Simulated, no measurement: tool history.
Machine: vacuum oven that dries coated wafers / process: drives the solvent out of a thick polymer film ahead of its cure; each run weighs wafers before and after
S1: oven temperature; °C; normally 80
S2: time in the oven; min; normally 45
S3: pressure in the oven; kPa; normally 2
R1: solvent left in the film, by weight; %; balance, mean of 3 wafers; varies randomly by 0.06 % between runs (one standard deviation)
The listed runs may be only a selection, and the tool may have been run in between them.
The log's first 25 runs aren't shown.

run    hour  S1  S2    S3     R1
 26  1251.5  80  45     2   4.43
 27  1299.9  76  37  1.54   7.35
 28    1340  80  28  1.16   6.98
 29  1406.6  80  45  1.82   4.25
     1411.8  -- vacuum gauge cleaned of residue and calibrated
 30  1468.4  78  48     2   4.54
 31  1498.5  78  48     2    4.5
 32  1540.5  72  79     2   4.65
 33  1586.1  95  33  1.06   0.63
 34  1623.5  68  33  1.06  11.75
 35  1684.7  68  33  1.06  11.73
 36    1723  71  55   3.6   8.07
 37  1776.6  73  56  1.52   5.72
 38  1837.2  69  45  1.49   9.39
 39  1891.4  66  67  1.54   8.67
 40  1925.6  80  42   3.5   4.74
 41  1975.4  80  31     2   5.96
 42  2023.9  80  32   1.6   5.48
 43    2091  80  32  4.19   6.41
 44  2142.8  67  32  4.19  13.41
 45  2204.8  67  32  4.19   13.1
 46    2233  73  42  4.98   8.87
 47    2274  68  24  4.98  14.48
 48  2310.9  65  57  1.25   9.86

Branching from run 48: 3 alternative next runs. What would each branch give?
  A  2350.2  65  80  1.25   ?
  B  2350.2  80  31  1.25   ?
  C  2350.2  77  51     2   ?

run    R1
  A   7.7
  B  5.45
  C   4.3
With the hidden condition removed and each run's random variation left untouched, the same runs would have given:
run    R1
  A  8.43
  B  6.14
  C  4.92
